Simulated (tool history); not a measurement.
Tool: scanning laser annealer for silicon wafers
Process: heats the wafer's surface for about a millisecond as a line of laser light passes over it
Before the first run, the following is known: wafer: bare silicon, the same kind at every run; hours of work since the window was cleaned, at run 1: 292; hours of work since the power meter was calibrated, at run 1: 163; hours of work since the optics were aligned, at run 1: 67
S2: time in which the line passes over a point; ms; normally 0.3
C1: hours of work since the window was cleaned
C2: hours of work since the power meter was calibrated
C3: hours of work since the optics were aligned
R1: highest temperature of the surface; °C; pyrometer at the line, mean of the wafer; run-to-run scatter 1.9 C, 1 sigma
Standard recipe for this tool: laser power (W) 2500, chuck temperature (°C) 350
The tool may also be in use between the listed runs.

{"run": 1, "hour": 0.0, "laser power (W)": 2500, "S2": 0.3, "chuck temperature (°C)": 350, "C1": 292, "C2": 163, "C3": 67, "R1": 1152}
{"run": 2, "hour": 27.0, "laser power (W)": 2500, "S2": 0.3, "chuck temperature (°C)": 350, "C1": 311, "C2": 182, "C3": 86, "R1": 1149}
{"run": 3, "hour": 51.7, "laser power (W)": 2505, "S2": 0.3, "chuck temperature (°C)": 350, "C1": 329, "C2": 200, "C3": 104, "R1": 1153}
{"run": 4, "hour": 86.1, "laser power (W)": 2505, "S2": 0.3, "chuck temperature (°C)": 350, "C1": 354, "C2": 225, "C3": 129, "R1": 1150}
{"run": 5, "hour": 121.1, "laser power (W)": 2500, "S2": 0.3, "chuck temperature (°C)": 350, "C1": 379, "C2": 250, "C3": 154, "R1": 1143}
{"run": 6, "hour": 141.1, "laser power (W)": 2500, "S2": 0.3, "chuck temperature (°C)": 350, "C1": 394, "C2": 265, "C3": 169, "R1": 1140}
{"run": 7, "hour": 168.5, "laser power (W)": 2604, "S2": 0.3, "chuck temperature (°C)": 350, "C1": 414, "C2": 284, "C3": 188, "R1": 1183}
{"run": 8, "hour": 183.9, "laser power (W)": 2595, "S2": 0.3, "chuck temperature (°C)": 350, "C1": 425, "C2": 296, "C3": 199, "R1": 1177}
{"run": 9, "hour": 213.6, "laser power (W)": 2500, "S2": 0.354, "chuck temperature (°C)": 350, "C1": 446, "C2": 317, "C3": 221, "R1": 1200}
{"run": 10, "hour": 248.8, "laser power (W)": 2500, "S2": 0.3, "chuck temperature (°C)": 322, "C1": 472, "C2": 342, "C3": 246, "R1": 1104}
{"run": 11, "hour": 271.9, "laser power (W)": 2500, "S2": 0.3, "chuck temperature (°C)": 311, "C1": 488, "C2": 359, "C3": 263, "R1": 1095}
{"run": 12, "hour": 303.5, "laser power (W)": 2500, "S2": 0.3, "chuck temperature (°C)": 356, "C1": 511, "C2": 382, "C3": 286, "R1": 1133}
{"run": 13, "hour": 323.5, "laser power (W)": 2500, "S2": 0.3, "chuck temperature (°C)": 356, "C1": 526, "C2": 396, "C3": 300, "R1": 1130}
{"run": 14, "hour": 353.9, "laser power (W)": 2523, "S2": 0.3, "chuck temperature (°C)": 350, "C1": 548, "C2": 418, "C3": 322, "R1": 1125}
{"hour": 360.9, "done": "window over the wafer cleaned"}
{"run": 15, "hour": 380.8, "laser power (W)": 2523, "S2": 0.3, "chuck temperature (°C)": 329, "C1": 14, "C2": 436, "C3": 340, "R1": 1174}
{"run": 16, "hour": 416.5, "laser power (W)": 2523, "S2": 0.3, "chuck temperature (°C)": 329, "C1": 40, "C2": 462, "C3": 366, "R1": 1170}
{"run": 17, "hour": 449.6, "laser power (W)": 2523, "S2": 0.3, "chuck temperature (°C)": 329, "C1": 64, "C2": 486, "C3": 390, "R1": 1171}
{"run": 18, "hour": 474.1, "laser power (W)": 2500, "S2": 0.26, "chuck temperature (°C)": 350, "C1": 82, "C2": 504, "C3": 408, "R1": 1117}
{"run": 19, "hour": 497.2, "laser power (W)": 2500, "S2": 0.3, "chuck temperature (°C)": 350, "C1": 99, "C2": 521, "C3": 425, "R1": 1173}
{"hour": 504.8, "done": "optics aligned, line set to its width"}
{"run": 20, "hour": 537.8, "laser power (W)": 2500, "S2": 0.3, "chuck temperature (°C)": 352, "C1": 124, "C2": 546, "C3": 24, "R1": 1170}
{"run": 21, "hour": 572.9, "laser power (W)": 2500, "S2": 0.3, "chuck temperature (°C)": 352, "C1": 150, "C2": 572, "C3": 49, "R1": 1166}
{"run": 22, "hour": 601.8, "laser power (W)": 2500, "S2": 0.327, "chuck temperature (°C)": 363, "C1": 171, "C2": 593, "C3": 70, "R1": 1213}
{"run": 23, "hour": 627.4, "laser power (W)": 2130, "S2": 0.271, "chuck temperature (°C)": 378, "C1": 189, "C2": 611, "C3": 89, "R1": 998}
{"hour": 649.4, "done": "optics aligned, line set to its width, once more"}
{"run": 24, "hour": 656.5, "laser power (W)": 2130, "S2": 0.271, "chuck temperature (°C)": 378, "C1": 206, "C2": 628, "C3": 5, "R1": 1003}
{"run": 25, "hour": 680.4, "laser power (W)": 2465, "S2": 0.236, "chuck temperature (°C)": 322, "C1": 224, "C2": 646, "C3": 22, "R1": 1029}
{"run": 26, "hour": 708.6, "laser power (W)": 2500, "S2": 0.3, "chuck temperature (°C)": 380, "C1": 244, "C2": 666, "C3": 43, "R1": 1191}
{"run": 27, "hour": 731.6, "laser power (W)": 2222, "S2": 0.326, "chuck temperature (°C)": 350, "C1": 261, "C2": 683, "C3": 59, "R1": 1070}
{"run": 28, "hour": 750.5, "laser power (W)": 2673, "S2": 0.3, "chuck temperature (°C)": 350, "C1": 274, "C2": 696, "C3": 73, "R1": 1234}
{"run": 29, "hour": 784.7, "laser power (W)": 2673, "S2": 0.3, "chuck temperature (°C)": 350, "C1": 299, "C2": 721, "C3": 98, "R1": 1230}
{"run": 30, "hour": 803.8, "laser power (W)": 2673, "S2": 0.3, "chuck temperature (°C)": 350, "C1": 313, "C2": 735, "C3": 112, "R1": 1226}
{"run": 31, "hour": 833.6, "laser power (W)": 2500, "S2": 0.355, "chuck temperature (°C)": 315, "C1": 334, "C2": 756, "C3": 133, "R1": 1185}
{"run": 32, "hour": 849.5, "laser power (W)": 2227, "S2": 0.344, "chuck temperature (°C)": 315, "C1": 346, "C2": 768, "C3": 145, "R1": 1044}
{"run": 33, "hour": 874.3, "laser power (W)": 2511, "S2": 0.349, "chuck temperature (°C)": 342, "C1": 364, "C2": 786, "C3": 163, "R1": 1208}
{"run": 34, "hour": 910.9, "laser power (W)": 2421, "S2": 0.346, "chuck temperature (°C)": 342, "C1": 390, "C2": 812, "C3": 189, "R1": 1159}
{"run": 35, "hour": 938.1, "laser power (W)": 2500, "S2": 0.274, "chuck temperature (°C)": 333, "C1": 410, "C2": 832, "C3": 209, "R1": 1086}
{"run": 36, "hour": 966.9, "laser power (W)": 2677, "S2": 0.221, "chuck temperature (°C)": 386, "C1": 431, "C2": 853, "C3": 229, "R1": 1128}
{"run": 37, "hour": 984.1, "laser power (W)": 2677, "S2": 0.221, "chuck temperature (°C)": 386, "C1": 443, "C2": 865, "C3": 242, "R1": 1125}
{"run": 38, "hour": 1010.2, "laser power (W)": 2509, "S2": 0.237, "chuck temperature (°C)": 365, "C1": 462, "C2": 884, "C3": 261, "R1": 1066}
{"run": 39, "hour": 1028.9, "laser power (W)": 2486, "S2": 0.335, "chuck temperature (°C)": 377, "C1": 476, "C2": 898, "C3": 274, "R1": 1201}
{"run": 40, "hour": 1053.6, "laser power (W)": 2500, "S2": 0.3, "chuck temperature (°C)": 345, "C1": 493, "C2": 915, "C3": 292, "R1": 1125}

Some steps in R1, run to run, broken into two amounts with sign: the step expected even without the hidden condition (settings, incoming material, random variation), and the rest, left for the hidden condition together with whatever gauge scatter is not in both the measured and the hidden-condition-free result:
Hidden state at play: light that passes the window, % of a clean one's; laser's true power over the reading, %; width of the line over the set one, %; drift of the gauge itself on peak_c, C.
Run 14 -> 15: chuck temperature (°C) 350 -> 329, window over the wafer cleaned. R1 +49 °C: hidden state +64, all else -15.
Run 22 -> 23: laser power (W) 2500 -> 2130, S2 0.327 -> 0.271, chuck temperature (°C) 363 -> 378. R1 -215 °C: hidden state +5, all else -220.
Run 27 -> 28: laser power (W) 2222 -> 2673, S2 0.326 -> 0.3. R1 +164 °C: hidden state -9, all else +173.
Run 32 -> 33: laser power (W) 2227 -> 2511, S2 0.344 -> 0.349, chuck temperature (°C) 315 -> 342. R1 +164 °C: hidden state -10, all else +174.
Run 38 -> 39: laser power (W) 2509 -> 2486, S2 0.237 -> 0.335, chuck temperature (°C) 365 -> 377. R1 +135 °C: hidden state -11, all else +146.
